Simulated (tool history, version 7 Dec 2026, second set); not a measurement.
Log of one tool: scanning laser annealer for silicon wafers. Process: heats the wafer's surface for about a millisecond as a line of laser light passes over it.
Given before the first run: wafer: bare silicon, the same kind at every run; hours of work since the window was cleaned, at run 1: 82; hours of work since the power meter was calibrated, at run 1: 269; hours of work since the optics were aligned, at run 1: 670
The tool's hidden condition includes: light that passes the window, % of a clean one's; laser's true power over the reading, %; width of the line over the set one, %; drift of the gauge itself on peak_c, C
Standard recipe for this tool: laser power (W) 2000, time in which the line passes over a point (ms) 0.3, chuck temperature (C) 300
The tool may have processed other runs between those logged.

run,hour,laser power (W),time in which the line passes over a point (ms),chuck temperature (C),hours of work since the window was cleaned,hours of work since the power meter was calibrated,hours of work since the optics were aligned,highest temperature of the surface (C)
1,0,2000,0.3,300,82,269,670,1131
2,11.1,2000,0.3,300,88,275,675,1131
3,17.5,2000,0.3,300,91,278,678,1132
4,26.4,2000,0.3,300,95,282,683,1129
5,40.1,2000,0.3,300,102,289,689,1130
6,52.3,1731,0.3,300,108,295,695,1021
7,59.4,1731,0.3,271,111,299,699,992
8,70.7,2000,0.221,300,117,304,704,1004
9,83.1,2000,0.342,300,123,310,711,1189
10,97,2000,0.342,300,130,317,717,1191
11,103.4,2000,0.342,300,133,320,720,1191
12,114.1,2000,0.3,300,138,325,726,1128
13,122.5,2000,0.3,300,142,329,730,1127
14,128.9,2161,0.345,323,145,333,733,1287
15,137.3,2014,0.332,298,150,337,737,1176
16,147.3,2000,0.35,300,155,342,742,1199
17,161.3,2000,0.35,300,161,348,749,1196
18,173.8,2000,0.35,300,167,355,755,1199
19,181.5,2000,0.3,335,171,358,759,1164
20,196.2,2053,0.345,289,178,366,766,1201
21,202.7,2053,0.345,289,182,369,769,1202
22,211.9,2053,0.345,289,186,373,774,1203
23,220.7,1951,0.347,295,190,378,778,1168
24,227.8,1951,0.347,295,194,381,781,1168
25,235,1951,0.347,295,197,385,785,1169

Measured less the same run without the tool's hidden state. The same run-to-run variation is in both; the gauge's scatter may not be:
run,highest temperature of the surface (C)
1,-13
2,-14
3,-14
4,-15
5,-14
6,-12
7,-13
8,-13
9,-17
10,-16
11,-17
12,-16
13,-16
14,-18
15,-18
16,-18
17,-18
18,-18
19,-17
20,-19
21,-20
22,-20
23,-19
24,-19
25,-19
